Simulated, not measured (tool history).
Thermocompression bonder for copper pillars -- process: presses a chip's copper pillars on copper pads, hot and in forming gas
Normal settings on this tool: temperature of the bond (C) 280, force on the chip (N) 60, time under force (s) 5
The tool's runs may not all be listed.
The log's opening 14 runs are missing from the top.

| run | hour | temperature of the bond (C) | force on the chip (N) | time under force (s) | hours of work since the heater was calibrated | hours of work since the force cell was calibrated | hours of work since the gas filter was changed | force that shears a chip off (N) |
|---|---|---|---|---|---|---|---|---|
| 15 | 275.4 | 280 | 60 | 5 | 493 | 846 | 114 | 85.7 |
| 16 | 293.9 | 280 | 60 | 5 | 506 | 859 | 127 | 85.9 |
|  | 307.7 | force cell calibrated |
| 17 | 312.7 | 280 | 60 | 5 | 518 | 4 | 140 | 86.7 |
| 18 | 340.6 | 280 | 60 | 5 | 538 | 24 | 160 | 86.8 |
| 19 | 363.0 | 280 | 60 | 5 | 555 | 40 | 176 | 89.1 |
| 20 | 382.7 | 280 | 60 | 5 | 569 | 54 | 190 | 85.9 |
| 21 | 398.0 | 280 | 60 | 5 | 580 | 65 | 201 | 88.1 |
| 22 | 409.7 | 280 | 60 | 5 | 588 | 73 | 209 | 87.5 |
| 23 | 431.2 | 280 | 60 | 5 | 603 | 89 | 225 | 85.6 |
|  | 434.6 | heater calibrated with a thermocouple chip |
| 24 | 460.5 | 280 | 60 | 5 | 19 | 108 | 244 | 85.4 |
| 25 | 476.1 | 271 | 60 | 12 | 30 | 119 | 256 | 99.6 |
|  | 483.3 | forming gas filter changed |
| 26 | 489.4 | 276 | 40 | 12 | 39 | 128 | 4 | 87.3 |
| 27 | 506.1 | 275 | 43 | 8 | 51 | 140 | 16 | 82.1 |
| 28 | 521.3 | 275 | 80 | 6 | 62 | 151 | 27 | 97.4 |
| 29 | 534.9 | 293 | 60 | 7 | 72 | 161 | 37 | 106.3 |
| 30 | 556.0 | 293 | 60 | 7 | 87 | 176 | 52 | 105.7 |
| 31 | 575.9 | 293 | 60 | 7 | 101 | 190 | 66 | 104.6 |
| 32 | 597.8 | 293 | 60 | 7 | 117 | 206 | 82 | 103.3 |
| 33 | 616.0 | 307 | 41 | 5 | 130 | 219 | 95 | 94.8 |
| 34 | 628.0 | 307 | 41 | 5 | 138 | 228 | 104 | 94.0 |
| 35 | 647.8 | 302 | 41 | 5 | 153 | 242 | 118 | 91.6 |
| 36 | 671.4 | 280 | 90 | 9 | 169 | 259 | 135 | 114.3 |
| 37 | 684.2 | 280 | 90 | 9 | 179 | 268 | 144 | 110.4 |
| 38 | 696.7 | 278 | 38 | 5 | 188 | 277 | 153 | 67.3 |
| 39 | 722.1 | 286 | 87 | 8 | 206 | 295 | 171 | 113.1 |

Here are 4 independent what-if runs from the current tool condition. What would each one return?
| A | 750.1 | 302 | 51 | 12 | 226 | 315 | 191 | ? |
| B | 750.1 | 307 | 88 | 8 | 226 | 315 | 191 | ? |
| C | 750.1 | 264 | 52 | 4 | 226 | 315 | 191 | ? |
| D | 750.1 | 283 | 61 | 6 | 226 | 315 | 191 | ? |

| run | force that shears a chip off (N) |
|---|---|
| A | 112.4 |
| B | 118.3 |
| C | 62.7 |
| D | 97.1 |
What these runs would have given with no unlogged condition in the tool:
| run | force that shears a chip off (N) |
|---|---|
| A | 112.9 |
| B | 118.6 |
| C | 63.1 |
| D | 97.6 |
